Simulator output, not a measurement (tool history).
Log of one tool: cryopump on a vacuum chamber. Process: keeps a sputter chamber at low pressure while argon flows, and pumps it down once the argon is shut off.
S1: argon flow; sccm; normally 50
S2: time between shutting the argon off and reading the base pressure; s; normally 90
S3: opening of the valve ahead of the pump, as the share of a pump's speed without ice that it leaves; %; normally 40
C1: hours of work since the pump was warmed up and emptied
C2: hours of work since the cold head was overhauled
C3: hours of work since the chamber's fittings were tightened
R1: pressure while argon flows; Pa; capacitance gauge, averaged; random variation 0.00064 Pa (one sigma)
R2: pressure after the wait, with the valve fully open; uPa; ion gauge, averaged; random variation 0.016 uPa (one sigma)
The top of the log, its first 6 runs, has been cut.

run,hour,S1,S2,S3,C1,C2,C3,R1,R2
7,414.4,93,90,25,179,2571,1301,0.3016,1.00
# hour 429.4: leaking fittings of the chamber tightened, without venting
8,494.6,93,90,25,249,2641,58,0.3088,0.81
9,590.5,93,90,25,335,2727,144,0.3107,0.80
10,674.9,50,90,40,410,2803,220,0.1101,0.88
11,732.2,50,90,40,462,2854,271,0.1105,0.86
12,815.7,25,90,40,537,2929,346,0.0556,0.89
13,865.5,50,90,40,581,2973,391,0.1141,0.94
14,925.3,50,90,40,635,3027,445,0.1155,0.93
15,1010.3,50,90,40,711,3103,521,0.1192,0.97
# hour 1020.9: pump warmed up, emptied and cooled again
16,1107.8,50,54,40,78,3186,604,0.1020,1.30
17,1172.9,24,108,43,136,3244,662,0.0465,0.81
18,1228.6,24,108,28,186,3294,712,0.0707,0.82
19,1325.3,24,90,40,273,3381,799,0.0519,0.93
20,1372.9,24,90,40,315,3424,841,0.0515,0.96
21,1420.1,24,90,40,358,3466,884,0.0518,0.96

Forecast run 22:
22,1516.2,30,90,33,444,3552,970,?,?

Run 22 yielded R1 0.0791 Pa, R2 1.01 uPa.
Had the tool carried no hidden state, the very same run would have given R1 0.0726 Pa, R2 0.78 uPa.

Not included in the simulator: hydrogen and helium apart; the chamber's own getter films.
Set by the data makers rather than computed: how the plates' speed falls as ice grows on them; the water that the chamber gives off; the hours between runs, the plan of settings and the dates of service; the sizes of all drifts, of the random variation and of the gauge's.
